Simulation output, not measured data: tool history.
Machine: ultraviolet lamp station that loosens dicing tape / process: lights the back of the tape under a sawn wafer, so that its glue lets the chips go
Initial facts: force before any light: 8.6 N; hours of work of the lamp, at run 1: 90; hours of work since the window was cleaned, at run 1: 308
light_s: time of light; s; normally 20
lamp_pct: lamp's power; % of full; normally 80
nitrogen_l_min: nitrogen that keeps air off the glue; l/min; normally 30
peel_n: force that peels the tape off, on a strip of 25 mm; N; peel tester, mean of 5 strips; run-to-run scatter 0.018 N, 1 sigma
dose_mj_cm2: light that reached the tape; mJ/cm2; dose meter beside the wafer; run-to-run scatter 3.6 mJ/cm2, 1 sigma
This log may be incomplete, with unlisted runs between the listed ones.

run	day	light_s	lamp_pct	nitrogen_l_min	hours of work of the lamp	hours of work since the window was cleaned	peel_n	dose_mj_cm2
1	0	20	80	30	90	308	1.238	496
2	0.438	20	80	30	98	316	1.226	489
3	0.65	20	80	30	102	320	1.21	493
# day 0.883: window cleaned of glue's vapour
4	1.117	20	83	30	110	4	0.888	586
5	1.567	20	83	30	118	13	0.883	585
6	1.95	20	80	39	126	20	0.781	563
7	2.188	20	80	39	130	24	0.825	562
8	2.388	10	71	13	134	28	4.152	248
9	2.7	10	71	13	140	34	4.1	241
10	3.1	15	90	26	147	41	1.5	462
11	3.346	15	87	15	152	46	2.118	448
12	3.638	20	93	23	157	51	0.918	633
13	4.058	20	75	23	165	59	1.361	511

Hidden state at the last listed run before each entry between runs and at the first one after, where it differs:
In the gap between runs 3 and 4: window cleaned of glue's vapour (day 0.883)
  lamp's light, % of a new lamp's: 95.6 -> 95.4; light that the window lets through, % of a clean one's: 86.2 -> 99.4
  measured less the result without the state, peel_n: +0.377 -> +0.092 N; dose_mj_cm2: -105 -> -32 mJ/cm2
